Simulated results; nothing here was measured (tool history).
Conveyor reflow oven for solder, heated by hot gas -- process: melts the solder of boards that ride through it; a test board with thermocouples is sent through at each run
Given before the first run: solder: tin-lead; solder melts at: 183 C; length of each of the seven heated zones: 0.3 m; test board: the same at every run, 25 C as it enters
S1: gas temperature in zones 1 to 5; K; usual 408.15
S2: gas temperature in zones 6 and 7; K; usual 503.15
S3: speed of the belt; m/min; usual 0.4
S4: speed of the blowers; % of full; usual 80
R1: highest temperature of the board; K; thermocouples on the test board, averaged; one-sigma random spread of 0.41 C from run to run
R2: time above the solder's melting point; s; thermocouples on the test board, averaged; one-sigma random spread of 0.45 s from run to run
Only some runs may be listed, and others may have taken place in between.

run    hour      S1      S2     S3  S4      R1    R2
  1       0  408.15  503.15    0.4  80  491.75  69.1
  2    79.1  408.15  503.15  0.464  80  487.95    56
  3   161.8  408.15  503.15  0.464  80  488.15  55.5
  4   196.2  408.15  503.15  0.464  80  488.95  56.4
  5   254.3  408.15  503.15    0.4  80  491.95  69.4
  6   312.9  408.15  492.15    0.4  80  482.05  61.1
  7   349.6  408.15  492.15    0.4  80  482.35  60.1
  8   428.9  408.15  492.15    0.4  80  482.35  60.8
  9   478.6  408.15  492.15    0.4  80  482.45  60.6
 10   537.3  408.15  492.15    0.4  80  482.55    61
 11     603  408.15  492.15    0.4  80  481.95  61.4
 12   643.4  408.15  492.15    0.4  80  482.25  60.4
 13   718.2  408.15  503.15    0.4  80  492.25  69.4
 14   792.3  408.15  503.15  0.406  80  492.05  67.6
 15     835  408.15  515.15    0.4  80  502.35  76.9
 16   875.7  403.15  503.15  0.403  80  491.45  65.9
 17     946  408.15  494.15   0.36  84  486.75  73.2
 18  1006.6  408.15  510.15  0.365  51  496.55    80
 19  1052.9  411.15  506.15  0.386  50  491.55  71.5
 20  1122.6  416.15  512.15  0.457  88  499.75  67.2
 21  1189.3  400.15  498.15    0.4  80  486.45  60.9
 22  1272.6  400.15  498.15    0.4  80  486.55  61.9
 23  1328.1  405.15  498.15  0.393  80  487.15  65.6
 24  1361.8  418.15  503.15    0.4  56  490.45  69.9
 25    1423  408.15  502.15    0.4  53  487.95  64.2
 26  1503.8  408.15  502.15    0.4  53  487.45  63.7
 27  1550.5  408.15  502.15    0.4  53  486.85  63.3
 28  1614.8  408.15  503.15  0.364  81  494.55  79.1
 29  1675.9  408.15  492.15  0.479  80  478.25    44
 30    1735  421.15  517.15  0.477  61  498.15  65.6

Removed from this log: 4 entries logged between the listed runs. Between which two listed runs does each belong, and how does the tool's hidden state at the listed run before it compare with that at the listed run after it?
Between runs 5 and 6: thermocouples of zones 6 and 7 changed (hour 299.2)
  belt's true speed, % of the reading: 99.99 -> 99.98; true gas temperature in zones 6 and 7 over the reading, C: -0.09 -> 0
Between runs 9 and 10: flux residue cleaned out of gas plates and filters (hour 499.1)
  heat that the gas passes to the board, % of a clean oven's: 99.6 -> 100
Between runs 17 and 18: belt drive overhauled, speed set with a stopwatch (hour 1005)
  belt's true speed, % of the reading: 99.97 -> 99.99
Between runs 20 and 21: flux residue cleaned out of gas plates and filters (hour 1152.4)
  heat that the gas passes to the board, % of a clean oven's: 99.6 -> 100
